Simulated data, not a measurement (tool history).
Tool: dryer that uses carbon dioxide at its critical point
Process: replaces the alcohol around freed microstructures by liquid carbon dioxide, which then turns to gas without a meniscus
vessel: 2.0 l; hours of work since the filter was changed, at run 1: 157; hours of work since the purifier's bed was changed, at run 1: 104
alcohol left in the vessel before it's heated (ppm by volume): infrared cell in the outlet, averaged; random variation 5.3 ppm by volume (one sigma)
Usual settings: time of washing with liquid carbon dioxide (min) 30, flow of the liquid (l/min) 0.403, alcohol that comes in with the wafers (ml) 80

run   hour  time of washing with liquid carbon dioxide (min)  flow of the liquid (l/min)  alcohol that comes in with the wafers (ml)  hours of work since the filter was changed  hours of work since the purifier's bed was changed  alcohol left in the vessel before it's heated (ppm by volume)
  1      0                                                30                       0.403                                          80                                         157                                                 104                                                            179
  2    7.2                                                30                       0.403                                          80                                         162                                                 109                                                            176
  3   18.8                                                30                       0.403                                          80                                         171                                                 118                                                            169
  4   26.3                                                30                       0.403                                          80                                         176                                                 123                                                            176
  5   38.5                                                30                       0.403                                          80                                         185                                                 132                                                            181
  6   43.9                                                30                       0.403                                          80                                         189                                                 136                                                            180
  7   49.6                                                30                       0.403                                          80                                         193                                                 140                                                            179
  8   55.3                                                30                       0.403                                          80                                         197                                                 144                                                            178
  9   62.4                                                30                       0.403                                          80                                         202                                                 149                                                            188
 10   69.5                                                30                       0.403                                          80                                         208                                                 155                                                            188
 11   78.5                                                30                       0.403                                          80                                         214                                                 161                                                            174
 12   86.9                                                30                       0.403                                          80                                         220                                                 167                                                            188
 13   96.1                                                30                       0.402                                          61                                         227                                                 174                                                            166
 14  108.8                                                30                       0.309                                         101                                         236                                                 183                                                            800
 15  115.6                                                30                       0.309                                         101                                         241                                                 188                                                            760
 16  122.9                                                30                       0.309                                         101                                         247                                                 194                                                            790
 17  130.3                                                20                       0.433                                         114                                         252                                                 199                                                           1053
 18  141.6                                                20                       0.433                                         114                                         260                                                 207                                                           1083
 19  151.6                                                20                       0.433                                         114                                         267                                                 214                                                           1086
 20  164.2                                                30                       0.403                                         120                                         277                                                 224                                                            290
 21  173.7                                                30                       0.376                                          52                                         284                                                 231                                                            209

4 ways to go on from here, each from the tool as it stands after run 21. What would each give?
  A  184.9                                                23                       0.376                                          29                                         292                                                 239                                                              ?
  B  184.9                                                46                       0.376                                          84                                         292                                                 239                                                              ?
  C  184.9                                                25                       0.403                                          80                                         292                                                 239                                                              ?
  D  184.9                                                23                       0.572                                          58                                         292                                                 239                                                              ?

run  alcohol left in the vessel before it's heated (ppm by volume)
  A                                                            343
  B                                                             67
  C                                                            454
  D                                                            118
Without the tool's hidden state the same runs would have given:
run  alcohol left in the vessel before it's heated (ppm by volume)
  A                                                            246
  B                                                              6
  C                                                            328
  D                                                             51
